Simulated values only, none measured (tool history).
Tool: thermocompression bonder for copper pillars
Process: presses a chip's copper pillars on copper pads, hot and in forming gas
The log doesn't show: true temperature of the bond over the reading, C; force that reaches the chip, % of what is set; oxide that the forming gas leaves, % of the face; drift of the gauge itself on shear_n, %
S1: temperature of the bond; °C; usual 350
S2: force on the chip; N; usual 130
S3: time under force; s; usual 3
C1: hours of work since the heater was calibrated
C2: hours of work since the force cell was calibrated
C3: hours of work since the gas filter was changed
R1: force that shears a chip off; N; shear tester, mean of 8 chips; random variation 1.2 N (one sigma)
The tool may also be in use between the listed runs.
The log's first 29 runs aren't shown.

run	hour	S1	S2	S3	C1	C2	C3	R1
30	1424.1	327	87	2	134	491	231	62.7
31	1483.8	327	87	2	176	532	273	60.3
32	1517	327	87	2	198	555	296	63.1
33	1575.9	374	87	2	239	596	336	101
34	1616.5	330	130	3	267	624	364	84.1
35	1674	330	130	3	307	664	404	83.1
36	1713.3	330	130	6	334	691	431	101.2
37	1743.2	330	120	6	355	712	452	98.7
# hour 1787.9: forming gas filter changed
38	1800	330	120	6	394	751	8	108.9

Forecast each of these 5 alternatives for the next run:
A	1870	350	96	8	442	799	57	?
B	1870	350	130	2	442	799	57	?
C	1870	328	179	4	442	799	57	?
D	1870	360	120	6	442	799	57	?
E	1870	355	120	2	442	799	57	?

run	R1
A	123.8
B	99.4
C	109.8
D	128.1
E	99.9
Without the tool's hidden state the same runs would have given:
run	R1
A	123.7
B	98.5
C	108.8
D	128.4
E	99.1
